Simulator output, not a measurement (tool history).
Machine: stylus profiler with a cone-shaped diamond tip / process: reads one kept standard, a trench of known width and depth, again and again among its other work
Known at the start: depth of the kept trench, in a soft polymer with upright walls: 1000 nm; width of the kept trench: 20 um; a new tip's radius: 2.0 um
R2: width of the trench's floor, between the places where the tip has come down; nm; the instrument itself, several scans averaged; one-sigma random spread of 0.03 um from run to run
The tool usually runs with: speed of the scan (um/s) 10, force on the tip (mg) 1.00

{"run": 1, "hour": 0.0, "speed of the scan (um/s)": 10, "force on the tip (mg)": 1.0, "depth of the trench (Å)": 10103.7, "R2": 15050}
{"run": 2, "hour": 56.0, "speed of the scan (um/s)": 10, "force on the tip (mg)": 1.0, "depth of the trench (Å)": 10102.8, "R2": 14880}
{"run": 3, "hour": 96.0, "speed of the scan (um/s)": 10, "force on the tip (mg)": 1.0, "depth of the trench (Å)": 10102.9, "R2": 14880}
{"run": 4, "hour": 170.6, "speed of the scan (um/s)": 10, "force on the tip (mg)": 1.0, "depth of the trench (Å)": 10104.7, "R2": 14750}
{"run": 5, "hour": 249.4, "speed of the scan (um/s)": 10, "force on the tip (mg)": 1.0, "depth of the trench (Å)": 10109.2, "R2": 14650}
{"run": 6, "hour": 338.1, "speed of the scan (um/s)": 10, "force on the tip (mg)": 1.0, "depth of the trench (Å)": 10110.8, "R2": 14500}
{"run": 7, "hour": 426.2, "speed of the scan (um/s)": 10, "force on the tip (mg)": 1.0, "depth of the trench (Å)": 10114.5, "R2": 14340}
{"run": 8, "hour": 510.6, "speed of the scan (um/s)": 10, "force on the tip (mg)": 1.12, "depth of the trench (Å)": 10124.2, "R2": 14230}
{"hour": 519.3, "done": "new tip fitted, height scale calibrated"}
{"run": 9, "hour": 595.1, "speed of the scan (um/s)": 10, "force on the tip (mg)": 1.12, "depth of the trench (Å)": 10090.2, "R2": 16320}
{"run": 10, "hour": 670.1, "speed of the scan (um/s)": 17, "force on the tip (mg)": 0.53, "depth of the trench (Å)": 10061.1, "R2": 16080}
{"run": 11, "hour": 723.0, "speed of the scan (um/s)": 17, "force on the tip (mg)": 0.53, "depth of the trench (Å)": 10062.7, "R2": 16010}
{"run": 12, "hour": 784.1, "speed of the scan (um/s)": 17, "force on the tip (mg)": 0.53, "depth of the trench (Å)": 10061.4, "R2": 15800}
{"run": 13, "hour": 858.3, "speed of the scan (um/s)": 20, "force on the tip (mg)": 1.36, "depth of the trench (Å)": 10112.1, "R2": 15760}
{"run": 14, "hour": 915.5, "speed of the scan (um/s)": 20, "force on the tip (mg)": 1.36, "depth of the trench (Å)": 10114.1, "R2": 15660}
{"run": 15, "hour": 1005.7, "speed of the scan (um/s)": 2, "force on the tip (mg)": 0.49, "depth of the trench (Å)": 10064.5, "R2": 15530}
{"run": 16, "hour": 1045.2, "speed of the scan (um/s)": 2, "force on the tip (mg)": 0.49, "depth of the trench (Å)": 10068.1, "R2": 15440}
{"run": 17, "hour": 1086.1, "speed of the scan (um/s)": 15, "force on the tip (mg)": 1.11, "depth of the trench (Å)": 10105.2, "R2": 15300}
{"run": 18, "hour": 1178.7, "speed of the scan (um/s)": 2, "force on the tip (mg)": 1.35, "depth of the trench (Å)": 10119.8, "R2": 15220}

Pick out some run-to-run changes in depth of the trench (Å). Of each, how much would a tool without hidden state show as well, from the settings, what came in and chance, and how much is left for the hidden state and any gauge scatter not in both results compared?
Hidden conditions of the tool in this case: radius of the tip, um; height scale over the true one, %; drift of the gauge itself on depth_nm, %; drift of the gauge itself on floor_um, %.
Run 8 -> 9: new tip fitted, height scale calibrated. depth of the trench (Å) -34.0: hidden state -27.9, all else -6.1.
Run 12 -> 13: speed of the scan (um/s) 17 -> 20, force on the tip (mg) 0.53 -> 1.36. depth of the trench (Å) +50.7: hidden state +2.2, all else +48.5.

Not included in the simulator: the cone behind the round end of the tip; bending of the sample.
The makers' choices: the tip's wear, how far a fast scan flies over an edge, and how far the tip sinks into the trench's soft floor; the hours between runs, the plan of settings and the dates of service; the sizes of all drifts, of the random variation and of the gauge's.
